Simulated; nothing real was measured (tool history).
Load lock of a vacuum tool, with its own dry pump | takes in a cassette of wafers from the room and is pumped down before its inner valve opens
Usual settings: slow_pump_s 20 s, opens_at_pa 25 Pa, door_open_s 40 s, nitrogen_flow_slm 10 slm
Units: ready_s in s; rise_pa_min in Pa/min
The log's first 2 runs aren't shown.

run    hour  slow_pump_s  opens_at_pa  door_open_s  nitrogen_flow_slm  hours that the pump has run since its overhaul  times that the door has closed on its seal  incoming humidity of the room's air, %  ready_s  rise_pa_min
  3   215.5           20           25           40                 10                                            4331                                        2364                                    44.6    28.11        0.077
  4   349.7           20           25           40                 10                                            4465                                        2700                                    45.8    28.09        0.082
  5   409.2           20           25           40                 10                                            4524                                        2849                                    46.1    28.04        0.082
  6   536.2           20           25           40                 10                                            4651                                        3167                                    50.1    28.04        0.089
  7   674.0           20           25           46                 10                                            4789                                        3512                                    43.1    28.13        0.080
  8   786.9           20           25           46                 10                                            4902                                        3794                                    44.3    27.96        0.087
  9   884.3           20           25           46                 10                                            5000                                        4038                                    43.9    27.93        0.084
 10   952.4           20           25          148                 10                                            5068                                        4208                                    43.7    27.99        0.152
 11  1064.0           20           25          148                 10                                            5179                                        4488                                    45.4    28.09        0.150
 12  1165.7           20           25          157                 10                                            5281                                        4742                                    43.9    28.05        0.161
 13  1263.2           20           25          157                 10                                            5378                                        4986                                    43.6    28.05        0.154
 14  1336.9           20           25          157                 10                                            5452                                        5171                                    45.6    28.16        0.156
 15  1471.4           20           25          157                 10                                            5587                                        5507                                    46.2    28.10        0.162
 16  1603.8           20           25          157                 10                                            5719                                        5839                                    42.1    28.06        0.145
 17  1660.3           20           25          157                 10                                            5776                                        5980                                    45.9    28.05        0.159
 18  1747.1           20           27          157                 26                                            5862                                        6197                                    43.1    27.98        0.111
 19  1849.1           20           27          157                 22                                            5964                                        6453                                    49.7    27.96        0.133
 20  1963.9           20           27          157                 22                                            6079                                        6740                                    46.0    27.87        0.129
 21  2023.9           36           25           31                 10                                            6139                                        6890                                    41.8    42.39        0.070
 22  2154.8           18           25           40                 10                                            6270                                        7218                                    46.4    26.21        0.087

The next listed run, before its measurement:
 23  2220.9           18           25           40                 10                                            6336                                        7383                                    45.5        ?            ?

{"run 23": {"ready_s": 26.3, "rise_pa_min": 0.077}}
Without the tool's hidden state the same run would have given ready_s 26.29 s, rise_pa_min 0.077 Pa/min.

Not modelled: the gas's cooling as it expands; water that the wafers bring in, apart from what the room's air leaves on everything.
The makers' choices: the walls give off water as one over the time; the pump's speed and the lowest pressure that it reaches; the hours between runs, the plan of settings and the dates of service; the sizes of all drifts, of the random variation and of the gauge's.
